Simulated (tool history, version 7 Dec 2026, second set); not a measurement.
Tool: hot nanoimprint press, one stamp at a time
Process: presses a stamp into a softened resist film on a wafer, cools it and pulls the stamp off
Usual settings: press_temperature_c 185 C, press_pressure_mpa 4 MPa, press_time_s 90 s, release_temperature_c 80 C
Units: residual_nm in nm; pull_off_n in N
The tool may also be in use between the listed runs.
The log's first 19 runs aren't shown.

run	hour	press_temperature_c	press_pressure_mpa	press_time_s	release_temperature_c	hours of work since the thermocouple was calibrated	imprints on the stamp's release coat	hours of work since the press's seals were changed	residual_nm	pull_off_n
20	572.8	178	4	62	85	99	253	47	263	155
# hour 583.9: plate thermocouple calibrated, once more
21	593.6	184	4	47	75	5	285	56	216.9	171
22	624.6	181	5.16	90	80	21	339	72	184.7	163
23	646.8	181	5.16	90	80	32	377	83	186.1	161
24	669.1	185	4	90	87	43	416	94	180.9	149
25	705.6	176	4	106	87	62	480	113	229.1	153
26	732.6	185	3.36	68	80	75	527	126	205.6	173
27	762.9	185	4	47	83	91	580	142	213.3	173
28	792.1	185	4	90	77	105	631	157	182.4	186
29	825.7	188	2.7	170	80	122	690	174	157.4	189
30	854.5	188	2.7	170	80	137	740	188	156.6	179
31	890.9	188	2.7	170	80	155	804	207	159	192

3 ways to go on from here, each from the tool as it stands after run 31. What would each give?
A	912.6	188	4.57	170	80	166	841	218	?	?
B	912.6	196	3.36	90	71	166	841	218	?	?
C	912.6	174	2.85	67	80	166	841	218	?	?

run	residual_nm	pull_off_n
A	124.2	183
B	132.9	208
C	272.3	196
Without the tool's hidden state the same runs would have given:
run	residual_nm	pull_off_n
A	121.3	140
B	130.2	159
C	270.5	150

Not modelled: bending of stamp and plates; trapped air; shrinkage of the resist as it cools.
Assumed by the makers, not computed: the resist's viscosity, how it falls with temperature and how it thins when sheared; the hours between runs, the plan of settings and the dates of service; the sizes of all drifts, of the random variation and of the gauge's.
